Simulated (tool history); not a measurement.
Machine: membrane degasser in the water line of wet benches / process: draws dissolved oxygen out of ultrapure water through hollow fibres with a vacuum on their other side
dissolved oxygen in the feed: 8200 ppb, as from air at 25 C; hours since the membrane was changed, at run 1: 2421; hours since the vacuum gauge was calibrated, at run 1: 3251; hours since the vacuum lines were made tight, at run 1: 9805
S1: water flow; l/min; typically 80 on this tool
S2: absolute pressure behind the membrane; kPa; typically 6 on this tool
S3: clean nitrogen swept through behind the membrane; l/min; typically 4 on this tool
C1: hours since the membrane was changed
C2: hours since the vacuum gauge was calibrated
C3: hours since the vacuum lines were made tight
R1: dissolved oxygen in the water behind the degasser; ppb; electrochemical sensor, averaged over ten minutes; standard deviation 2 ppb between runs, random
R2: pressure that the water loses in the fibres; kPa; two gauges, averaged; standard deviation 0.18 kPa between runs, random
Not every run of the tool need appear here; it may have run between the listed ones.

{"run": 1, "day": 0.0, "S1": 80, "S2": 6, "S3": 4, "C1": 2421, "C2": 3251, "C3": 9805, "R1": 208.7, "R2": 35.57}
{"run": 2, "day": 1.446, "S1": 80, "S2": 6, "S3": 4, "C1": 2456, "C2": 3286, "C3": 9840, "R1": 206.3, "R2": 35.47}
{"run": 3, "day": 2.679, "S1": 80, "S2": 6, "S3": 4, "C1": 2486, "C2": 3316, "C3": 9870, "R1": 204.6, "R2": 35.62}
{"run": 4, "day": 5.546, "S1": 80, "S2": 6, "S3": 4, "C1": 2554, "C2": 3384, "C3": 9938, "R1": 208.5, "R2": 35.53}
{"run": 5, "day": 7.821, "S1": 80, "S2": 6, "S3": 4, "C1": 2609, "C2": 3439, "C3": 9993, "R1": 204.9, "R2": 35.31}
{"run": 6, "day": 9.142, "S1": 80, "S2": 6, "S3": 4, "C1": 2641, "C2": 3471, "C3": 10025, "R1": 211.7, "R2": 35.61}
{"run": 7, "day": 11.483, "S1": 84, "S2": 6, "S3": 4, "C1": 2697, "C2": 3527, "C3": 10081, "R1": 220.5, "R2": 37.27}
{"run": 8, "day": 14.238, "S1": 84, "S2": 6, "S3": 4, "C1": 2763, "C2": 3593, "C3": 10147, "R1": 223, "R2": 37.36}
{"run": 9, "day": 15.608, "S1": 80, "S2": 6, "S3": 4, "C1": 2796, "C2": 3626, "C3": 10180, "R1": 206.4, "R2": 35.79}
{"run": 10, "day": 17.788, "S1": 80, "S2": 6, "S3": 4, "C1": 2848, "C2": 3678, "C3": 10232, "R1": 210, "R2": 35.69}
{"run": 11, "day": 20.583, "S1": 80, "S2": 6, "S3": 6.4, "C1": 2915, "C2": 3745, "C3": 10299, "R1": 165.9, "R2": 35.64}
{"run": 12, "day": 22.15, "S1": 100, "S2": 6.17, "S3": 8.26, "C1": 2953, "C2": 3783, "C3": 10337, "R1": 206.5, "R2": 44.13}
{"day": 22.404, "done": "vacuum gauge calibrated"}
{"run": 13, "day": 23.825, "S1": 52, "S2": 6, "S3": 6.26, "C1": 2993, "C2": 34, "C3": 10377, "R1": 94.4, "R2": 23.37}
{"run": 14, "day": 25.154, "S1": 52, "S2": 6, "S3": 6.26, "C1": 3024, "C2": 66, "C3": 10408, "R1": 94.5, "R2": 22.99}
{"run": 15, "day": 27.638, "S1": 52, "S2": 6, "S3": 6.26, "C1": 3084, "C2": 126, "C3": 10468, "R1": 94.2, "R2": 23.01}
{"run": 16, "day": 28.988, "S1": 52, "S2": 6, "S3": 6.26, "C1": 3116, "C2": 158, "C3": 10500, "R1": 93.4, "R2": 23}
{"day": 29.554, "done": "vacuum gauge calibrated, once more"}
{"run": 17, "day": 31.488, "S1": 77, "S2": 6.58, "S3": 3.76, "C1": 3176, "C2": 46, "C3": 10560, "R1": 226.9, "R2": 34.22}
{"run": 18, "day": 32.825, "S1": 77, "S2": 6.58, "S3": 3.76, "C1": 3208, "C2": 79, "C3": 10592, "R1": 223.9, "R2": 34.35}
{"run": 19, "day": 34.842, "S1": 110, "S2": 6.58, "S3": 3.25, "C1": 3256, "C2": 127, "C3": 10640, "R1": 366.5, "R2": 48.85}
{"run": 20, "day": 37.104, "S1": 110, "S2": 6.58, "S3": 3.25, "C1": 3311, "C2": 181, "C3": 10695, "R1": 363.5, "R2": 48.54}
{"run": 21, "day": 38.504, "S1": 110, "S2": 6.46, "S3": 3.25, "C1": 3344, "C2": 215, "C3": 10728, "R1": 355.1, "R2": 48.81}

5 ways to go on from here, each from the tool as it stands after run 21. What would each give?
{"run": "A", "day": 41.079, "S1": 99, "S2": 6.46, "S3": 2.9, "C1": 3406, "C2": 277, "C3": 10790, "R1": "?", "R2": "?"}
{"run": "B", "day": 41.079, "S1": 110, "S2": 6.46, "S3": 3.5, "C1": 3406, "C2": 277, "C3": 10790, "R1": "?", "R2": "?"}
{"run": "C", "day": 41.079, "S1": 86, "S2": 6, "S3": 3.01, "C1": 3406, "C2": 277, "C3": 10790, "R1": "?", "R2": "?"}
{"run": "D", "day": 41.079, "S1": 115, "S2": 7.22, "S3": 3.11, "C1": 3406, "C2": 277, "C3": 10790, "R1": "?", "R2": "?"}
{"run": "E", "day": 41.079, "S1": 110, "S2": 5.51, "S3": 1.65, "C1": 3406, "C2": 277, "C3": 10790, "R1": "?", "R2": "?"}

run=A R1=342.8 R2=44.01
run=B R1=348.7 R2=48.79
run=C R1=254 R2=38.37
run=D R1=435.7 R2=50.8
run=E R1=400 R2=48.87
Take away the tool's hidden state, keep each run's random variation, and the runs would have read:
run=A R1=331.1 R2=43.02
run=B R1=335.5 R2=47.68
run=C R1=244.4 R2=37.51
run=D R1=422.3 R2=49.65
run=E R1=386.9 R2=47.77

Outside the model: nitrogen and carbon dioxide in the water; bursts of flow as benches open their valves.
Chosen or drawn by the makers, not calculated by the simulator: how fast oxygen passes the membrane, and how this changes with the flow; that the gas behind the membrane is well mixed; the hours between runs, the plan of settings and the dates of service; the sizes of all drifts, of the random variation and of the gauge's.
